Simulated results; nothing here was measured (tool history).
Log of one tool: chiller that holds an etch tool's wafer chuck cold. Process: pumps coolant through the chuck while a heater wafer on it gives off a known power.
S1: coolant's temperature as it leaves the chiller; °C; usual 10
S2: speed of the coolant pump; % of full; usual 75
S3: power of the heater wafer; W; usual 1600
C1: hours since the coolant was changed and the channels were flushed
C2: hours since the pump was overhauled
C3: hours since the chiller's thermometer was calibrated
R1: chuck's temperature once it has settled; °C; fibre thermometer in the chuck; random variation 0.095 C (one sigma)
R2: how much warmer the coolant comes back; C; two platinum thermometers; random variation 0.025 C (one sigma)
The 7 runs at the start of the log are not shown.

run	hour	S1	S2	S3	C1	C2	C3	R1	R2
8	776.1	8	75	1600	2686	1945	1232	19.86	6.18
9	873.6	8	75	1600	2783	2043	1329	19.98	6.18
10	993.8	8	75	1600	2904	2163	1449	20.04	6.15
11	1089.4	8	75	1600	2999	2258	1545	20.1	6.17
12	1209.4	8	75	1600	3119	2378	1665	19.91	6.21
13	1329.9	8	75	1600	3240	2499	1785	19.91	6.15
14	1422.4	8	75	1600	3332	2591	1878	19.97	6.16
15	1535.3	3	75	1600	3445	2704	1991	14.97	6.2

What will run 16 give?
16	1643.2	10	75	1600	3553	2812	2099	?	?

{"run 16": {"R1": 21.93, "R2": 6.17}}
With the hidden condition absent and the run-to-run variation left alone, this run would have shown R1 21.91 °C, R2 6.16 C.
